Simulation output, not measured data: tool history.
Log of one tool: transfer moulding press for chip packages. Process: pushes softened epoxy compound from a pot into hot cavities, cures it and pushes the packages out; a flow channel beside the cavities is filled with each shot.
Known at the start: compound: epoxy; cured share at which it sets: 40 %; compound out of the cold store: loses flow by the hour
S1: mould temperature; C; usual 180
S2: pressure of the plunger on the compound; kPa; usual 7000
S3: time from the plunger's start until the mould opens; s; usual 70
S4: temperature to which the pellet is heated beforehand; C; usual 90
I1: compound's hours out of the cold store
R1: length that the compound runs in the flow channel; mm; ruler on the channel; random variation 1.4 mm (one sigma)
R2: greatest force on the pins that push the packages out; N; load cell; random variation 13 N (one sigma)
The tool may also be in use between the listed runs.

| run | hour | S1 | S2 | S3 | S4 | I1 | R1 | R2 |
|---|---|---|---|---|---|---|---|---|
| 1 | 0.0 | 180 | 7000 | 70 | 90 | 48.0 | 627 | 867 |
|  | 17.7 | plunger's sealing rings changed |
|  | 24.4 | cavities cleaned with cleaning compound and waxed |
| 2 | 76.5 | 180 | 7000 | 70 | 90 | 14.6 | 712 | 976 |
|  | 85.8 | cavities cleaned with cleaning compound and waxed |
| 3 | 118.2 | 179 | 7000 | 70 | 90 | 9.6 | 725 | 997 |
|  | 150.0 | cavities cleaned with cleaning compound and waxed |
| 4 | 177.5 | 180 | 7000 | 70 | 90 | 30.1 | 676 | 825 |
|  | 215.4 | cavities cleaned with cleaning compound and waxed |
| 5 | 260.4 | 180 | 7000 | 70 | 82 | 16.9 | 703 | 927 |
|  | 275.8 | cavities cleaned with cleaning compound and waxed |
| 6 | 310.0 | 180 | 7000 | 94 | 90 | 12.4 | 709 | 527 |
|  | 335.9 | cavities cleaned with cleaning compound and waxed |
| 7 | 390.5 | 180 | 7000 | 70 | 95 | 29.0 | 672 | 881 |
|  | 396.2 | cavities cleaned with cleaning compound and waxed |
| 8 | 433.5 | 180 | 7000 | 70 | 95 | 22.8 | 681 | 841 |
|  | 442.8 | mould's thermocouples calibrated |
|  | 458.2 | cavities cleaned with cleaning compound and waxed |
| 9 | 489.3 | 180 | 7000 | 70 | 95 | 13.1 | 699 | 891 |
|  | 520.0 | cavities cleaned with cleaning compound and waxed |
| 10 | 565.9 | 180 | 7000 | 70 | 95 | 35.5 | 651 | 889 |
|  | 572.7 | mould's thermocouples calibrated, once more |
|  | 586.2 | cavities cleaned with cleaning compound and waxed |
| 11 | 628.6 | 180 | 7000 | 70 | 95 | 13.2 | 692 | 902 |
|  | 651.7 | plunger's sealing rings changed |
|  | 653.2 | cavities cleaned with cleaning compound and waxed |
| 12 | 691.2 | 180 | 7000 | 70 | 95 | 18.2 | 704 | 871 |
|  | 717.7 | cavities cleaned with cleaning compound and waxed |
| 13 | 770.5 | 180 | 7000 | 70 | 90 | 19.6 | 701 | 931 |
|  | 776.9 | cavities cleaned with cleaning compound and waxed |
|  | 835.3 | cavities cleaned with cleaning compound and waxed |
| 14 | 850.6 | 180 | 7000 | 70 | 95 | 46.8 | 644 | 665 |
|  | 898.6 | cavities cleaned with cleaning compound and waxed |
| 15 | 905.6 | 180 | 7000 | 70 | 95 | 14.9 | 706 | 704 |
|  | 958.6 | cavities cleaned with cleaning compound and waxed |
| 16 | 971.0 | 180 | 7000 | 70 | 95 | 21.2 | 690 | 706 |
|  | 1020.2 | cavities cleaned with cleaning compound and waxed |
| 17 | 1020.2 | 180 | 8700 | 70 | 88 | 21.6 | 766 | 607 |
| 18 | 1067.3 | 188 | 7640 | 56 | 96 | 39.8 | 658 | 981 |
|  | 1081.0 | cavities cleaned with cleaning compound and waxed |
| 19 | 1109.1 | 188 | 7640 | 56 | 96 | 17.2 | 703 | 944 |
|  | 1144.9 | cavities cleaned with cleaning compound and waxed |
| 20 | 1182.4 | 188 | 7640 | 56 | 96 | 8.4 | 720 | 1008 |
|  | 1206.1 | cavities cleaned with cleaning compound and waxed |
| 21 | 1227.2 | 188 | 7670 | 68 | 96 | 46.0 | 645 | 525 |
|  | 1265.7 | cavities cleaned with cleaning compound and waxed |
|  | 1281.5 | plunger's sealing rings changed |
| 22 | 1301.5 | 183 | 5250 | 108 | 90 | 43.9 | 563 | 495 |
|  | 1329.4 | cavities cleaned with cleaning compound and waxed |
|  | 1388.6 | cavities cleaned with cleaning compound and waxed |
| 23 | 1388.6 | 180 | 7000 | 70 | 84 | 35.7 | 673 | 664 |
|  | 1452.2 | cavities cleaned with cleaning compound and waxed |
| 24 | 1474.2 | 180 | 7000 | 70 | 84 | 34.0 | 672 | 841 |
|  | 1505.1 | mould's thermocouples calibrated |
|  | 1513.0 | cavities cleaned with cleaning compound and waxed |
| 25 | 1526.0 | 172 | 7000 | 64 | 96 | 45.7 | 666 | 1347 |
|  | 1576.2 | cavities cleaned with cleaning compound and waxed |
| 26 | 1594.0 | 173 | 5350 | 70 | 86 | 22.7 | 619 | 1310 |
|  | 1638.2 | cavities cleaned with cleaning compound and waxed |
| 27 | 1638.2 | 173 | 5350 | 70 | 86 | 17.7 | 626 | 1072 |

3 ways to go on from here, each from the tool as it stands after run 27. What would each give?
|  | 1703.5 | cavities cleaned with cleaning compound and waxed |
| A | 1725.3 | 186 | 5350 | 105 | 95 | 10.5 | ? | ? |
|  | 1703.5 | cavities cleaned with cleaning compound and waxed |
| B | 1725.3 | 176 | 5350 | 70 | 100 | 44.8 | ? | ? |
|  | 1703.5 | cavities cleaned with cleaning compound and waxed |
| C | 1725.3 | 177 | 5350 | 73 | 97 | 31.5 | ? | ? |

| run | R1 | R2 |
|---|---|---|
| A | 603 | 458 |
| B | 566 | 932 |
| C | 589 | 824 |
Without the tool's hidden state the same runs would have given:
| run | R1 | R2 |
|---|---|---|
| A | 619 | 350 |
| B | 582 | 702 |
| C | 605 | 621 |
